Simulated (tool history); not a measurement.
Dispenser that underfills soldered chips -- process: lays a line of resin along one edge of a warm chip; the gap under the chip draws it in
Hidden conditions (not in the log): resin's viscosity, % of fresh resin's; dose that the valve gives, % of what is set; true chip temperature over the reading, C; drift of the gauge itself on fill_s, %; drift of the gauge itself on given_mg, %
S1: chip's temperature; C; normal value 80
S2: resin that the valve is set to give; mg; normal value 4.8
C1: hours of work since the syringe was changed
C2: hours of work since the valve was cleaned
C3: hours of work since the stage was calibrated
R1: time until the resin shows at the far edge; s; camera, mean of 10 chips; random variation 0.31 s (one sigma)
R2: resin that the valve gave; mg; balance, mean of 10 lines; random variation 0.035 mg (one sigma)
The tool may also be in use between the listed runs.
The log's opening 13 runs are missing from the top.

At hour 61.2: new syringe of resin.
Run 14, hour 62.2: usual settings but S1 85 C, S2 4.57 mg; C1 1; C2 57; C3 93. Result: R1 5.8 s, R2 4.32 mg.
Run 15, hour 67: usual settings; C1 4; C2 60; C3 96. Result: R1 10.4 s, R2 4.52 mg.
At hour 69.3: new syringe of resin.
Run 16, hour 70.5: usual settings but S1 73 C; C1 1; C2 62; C3 98. Result: R1 11.1 s, R2 4.55 mg.
Run 17, hour 76.7: usual settings but S1 73 C; C1 5; C2 67; C3 103. Result: R1 14.8 s, R2 4.53 mg.
At hour 77.6: new syringe of resin.
Run 18, hour 80: usual settings but S1 73 C; C1 2; C2 69; C3 105. Result: R1 11.7 s, R2 4.46 mg.
At hour 85.7: new syringe of resin.
Run 19, hour 86.4: usual settings but S1 82 C, S2 4.21 mg; C1 0; C2 73; C3 109. Result: R1 7.1 s, R2 3.9 mg.
Run 20, hour 90.1: usual settings but S1 81 C; C1 3; C2 75; C3 112. Result: R1 9.4 s, R2 4.47 mg.
At hour 94: new syringe of resin.
Run 21, hour 96.1: usual settings but S1 81 C; C1 1; C2 80; C3 116. Result: R1 7.5 s, R2 4.45 mg.
Run 22, hour 101.2: usual settings but S1 78 C, S2 5.6 mg; C1 5; C2 83; C3 119. Result: R1 11.7 s, R2 5.2 mg.
At hour 102.1: new syringe of resin.
Run 23, hour 105.7: usual settings but S1 78 C, S2 5.6 mg; C1 3; C2 86; C3 122. Result: R1 9.4 s, R2 5.12 mg.
At hour 110.3: new syringe of resin.
Run 24, hour 110.8: usual settings but S2 4.2 mg; C1 0; C2 89; C3 125. Result: R1 7.8 s, R2 3.84 mg.
Run 25, hour 113.4: usual settings but S1 93 C, S2 4.89 mg; C1 2; C2 91; C3 127. Result: R1 4.8 s, R2 4.49 mg.
At hour 116.5: dispensing valve cleaned and set on the balance.
Run 26, hour 117.8: usual settings but S1 91 C, S2 4.79 mg; C1 5; C2 1; C3 130. Result: R1 6 s, R2 4.85 mg.
At hour 119.5: new syringe of resin.
Run 27, hour 123.1: usual settings but S1 69 C, S2 5.89 mg; C1 3; C2 4; C3 133. Result: R1 14.7 s, R2 5.95 mg.

Run 28 comes next. What will it give?
Run 28, hour 125.7: usual settings but S1 83 C, S2 5.33 mg; C1 4; C2 6; C3 135. Result: R1 ?, R2 ?.

Run 28 yielded R1 8.8 s, R2 5.3 mg.
Were there no unlogged condition in the tool, this run, its random variation unchanged, would have produced R1 6.2 s, R2 5.31 mg.
